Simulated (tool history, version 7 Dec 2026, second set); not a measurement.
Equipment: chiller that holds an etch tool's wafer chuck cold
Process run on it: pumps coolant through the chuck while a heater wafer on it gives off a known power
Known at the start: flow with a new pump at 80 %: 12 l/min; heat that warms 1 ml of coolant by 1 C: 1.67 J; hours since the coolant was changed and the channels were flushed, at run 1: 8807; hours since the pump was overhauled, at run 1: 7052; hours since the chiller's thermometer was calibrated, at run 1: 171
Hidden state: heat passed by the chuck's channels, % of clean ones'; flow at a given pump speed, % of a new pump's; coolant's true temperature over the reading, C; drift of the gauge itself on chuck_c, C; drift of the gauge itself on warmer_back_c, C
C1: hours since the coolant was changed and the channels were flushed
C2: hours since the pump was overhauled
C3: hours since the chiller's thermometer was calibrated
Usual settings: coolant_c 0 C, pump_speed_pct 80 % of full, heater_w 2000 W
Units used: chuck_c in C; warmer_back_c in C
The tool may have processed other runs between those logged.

{"run": 1, "hour": 0.0, "coolant_c": 0, "pump_speed_pct": 80, "heater_w": 2000, "C1": 8807, "C2": 7052, "C3": 171, "chuck_c": 14.3, "warmer_back_c": 6.02}
{"hour": 31.3, "done": "coolant changed, channels flushed"}
{"run": 2, "hour": 194.5, "coolant_c": 0, "pump_speed_pct": 80, "heater_w": 2000, "C1": 163, "C2": 7241, "C3": 359, "chuck_c": 14.2, "warmer_back_c": 6.01}
{"run": 3, "hour": 352.9, "coolant_c": 0, "pump_speed_pct": 80, "heater_w": 2000, "C1": 322, "C2": 7399, "C3": 518, "chuck_c": 14.3, "warmer_back_c": 5.98}
{"run": 4, "hour": 462.8, "coolant_c": 0, "pump_speed_pct": 80, "heater_w": 2000, "C1": 432, "C2": 7509, "C3": 628, "chuck_c": 14.1, "warmer_back_c": 6.01}
{"run": 5, "hour": 570.6, "coolant_c": -1, "pump_speed_pct": 80, "heater_w": 2000, "C1": 539, "C2": 7617, "C3": 735, "chuck_c": 12.9, "warmer_back_c": 6.02}
{"run": 6, "hour": 743.7, "coolant_c": 0, "pump_speed_pct": 80, "heater_w": 2000, "C1": 712, "C2": 7790, "C3": 908, "chuck_c": 14.4, "warmer_back_c": 6.03}
{"run": 7, "hour": 894.3, "coolant_c": 0, "pump_speed_pct": 80, "heater_w": 2000, "C1": 863, "C2": 7941, "C3": 1059, "chuck_c": 14.3, "warmer_back_c": 5.97}
{"run": 8, "hour": 979.8, "coolant_c": 0, "pump_speed_pct": 80, "heater_w": 2000, "C1": 949, "C2": 8026, "C3": 1145, "chuck_c": 14.2, "warmer_back_c": 6.03}
{"run": 9, "hour": 1069.4, "coolant_c": -5, "pump_speed_pct": 80, "heater_w": 2000, "C1": 1038, "C2": 8116, "C3": 1234, "chuck_c": 9.3, "warmer_back_c": 6}
{"run": 10, "hour": 1150.0, "coolant_c": -5, "pump_speed_pct": 80, "heater_w": 2000, "C1": 1119, "C2": 8196, "C3": 1315, "chuck_c": 9.3, "warmer_back_c": 6}
{"run": 11, "hour": 1252.0, "coolant_c": -5, "pump_speed_pct": 80, "heater_w": 2000, "C1": 1221, "C2": 8298, "C3": 1417, "chuck_c": 9.4, "warmer_back_c": 6}
{"run": 12, "hour": 1425.5, "coolant_c": -5, "pump_speed_pct": 80, "heater_w": 2000, "C1": 1394, "C2": 8472, "C3": 1590, "chuck_c": 9.2, "warmer_back_c": 5.96}
{"run": 13, "hour": 1555.9, "coolant_c": -5, "pump_speed_pct": 80, "heater_w": 2000, "C1": 1525, "C2": 8602, "C3": 1721, "chuck_c": 9.2, "warmer_back_c": 5.99}
{"run": 14, "hour": 1726.1, "coolant_c": -5, "pump_speed_pct": 80, "heater_w": 2457, "C1": 1695, "C2": 8773, "C3": 1891, "chuck_c": 12.7, "warmer_back_c": 7.4}
{"run": 15, "hour": 1892.8, "coolant_c": -5, "pump_speed_pct": 80, "heater_w": 2457, "C1": 1862, "C2": 8939, "C3": 2058, "chuck_c": 12.7, "warmer_back_c": 7.38}
{"run": 16, "hour": 1989.5, "coolant_c": -5, "pump_speed_pct": 80, "heater_w": 2457, "C1": 1958, "C2": 9036, "C3": 2154, "chuck_c": 12.5, "warmer_back_c": 7.32}
{"run": 17, "hour": 2154.7, "coolant_c": -5, "pump_speed_pct": 80, "heater_w": 2457, "C1": 2123, "C2": 9201, "C3": 2319, "chuck_c": 12.6, "warmer_back_c": 7.44}
{"run": 18, "hour": 2280.7, "coolant_c": -5, "pump_speed_pct": 80, "heater_w": 2457, "C1": 2249, "C2": 9327, "C3": 2445, "chuck_c": 12.6, "warmer_back_c": 7.42}
{"run": 19, "hour": 2393.7, "coolant_c": 8, "pump_speed_pct": 90, "heater_w": 2457, "C1": 2362, "C2": 9440, "C3": 2558, "chuck_c": 24, "warmer_back_c": 6.44}
{"run": 20, "hour": 2558.5, "coolant_c": 9, "pump_speed_pct": 98, "heater_w": 1300, "C1": 2527, "C2": 9605, "C3": 2723, "chuck_c": 16.8, "warmer_back_c": 3.08}
{"run": 21, "hour": 2648.3, "coolant_c": 8, "pump_speed_pct": 97, "heater_w": 2000, "C1": 2617, "C2": 9695, "C3": 2813, "chuck_c": 20.2, "warmer_back_c": 4.8}
{"run": 22, "hour": 2740.8, "coolant_c": -4, "pump_speed_pct": 88, "heater_w": 1165, "C1": 2709, "C2": 9787, "C3": 2906, "chuck_c": 3.9, "warmer_back_c": 3.13}
{"run": 23, "hour": 2897.6, "coolant_c": -4, "pump_speed_pct": 64, "heater_w": 2426, "C1": 2866, "C2": 9944, "C3": 3062, "chuck_c": 16.7, "warmer_back_c": 9.36}
{"run": 24, "hour": 2997.9, "coolant_c": -4, "pump_speed_pct": 71, "heater_w": 1441, "C1": 2967, "C2": 10044, "C3": 3163, "chuck_c": 7.3, "warmer_back_c": 4.94}
{"run": 25, "hour": 3146.9, "coolant_c": -4, "pump_speed_pct": 71, "heater_w": 1441, "C1": 3116, "C2": 10193, "C3": 3312, "chuck_c": 7.5, "warmer_back_c": 4.98}
{"run": 26, "hour": 3276.9, "coolant_c": 8, "pump_speed_pct": 71, "heater_w": 2370, "C1": 3246, "C2": 10323, "C3": 3442, "chuck_c": 26.6, "warmer_back_c": 8.13}
{"run": 27, "hour": 3459.7, "coolant_c": 8, "pump_speed_pct": 71, "heater_w": 2370, "C1": 3428, "C2": 10506, "C3": 3624, "chuck_c": 26.7, "warmer_back_c": 8.09}
{"run": 28, "hour": 3545.7, "coolant_c": 8, "pump_speed_pct": 71, "heater_w": 2370, "C1": 3514, "C2": 10592, "C3": 3710, "chuck_c": 26.7, "warmer_back_c": 8.15}
{"hour": 3566.7, "done": "coolant pump overhauled"}
{"run": 29, "hour": 3634.9, "coolant_c": -5, "pump_speed_pct": 92, "heater_w": 2000, "C1": 3599, "C2": 68, "C3": 3795, "chuck_c": 7.8, "warmer_back_c": 5.12}
{"run": 30, "hour": 3767.1, "coolant_c": 0, "pump_speed_pct": 62, "heater_w": 1679, "C1": 3731, "C2": 200, "C3": 3927, "chuck_c": 15, "warmer_back_c": 6.66}
{"run": 31, "hour": 3952.7, "coolant_c": 0, "pump_speed_pct": 93, "heater_w": 1687, "C1": 3916, "C2": 386, "C3": 4112, "chuck_c": 10.6, "warmer_back_c": 4.26}
{"run": 32, "hour": 4031.5, "coolant_c": 4, "pump_speed_pct": 73, "heater_w": 1964, "C1": 3995, "C2": 465, "C3": 4191, "chuck_c": 19, "warmer_back_c": 6.56}
{"run": 33, "hour": 4131.6, "coolant_c": 4, "pump_speed_pct": 73, "heater_w": 1964, "C1": 4095, "C2": 565, "C3": 4291, "chuck_c": 19.1, "warmer_back_c": 6.46}

Hidden state at the last listed run before each entry between runs and at the first one after, where it differs:
Logged between run 1 and run 2: coolant changed, channels flushed (hour 31.3)
  heat passed by the chuck's channels, % of clean ones': 99.8 -> 100
Logged between run 28 and run 29: coolant pump overhauled (hour 3566.7)
  flow at a given pump speed, % of a new pump's: 99.9 -> 100
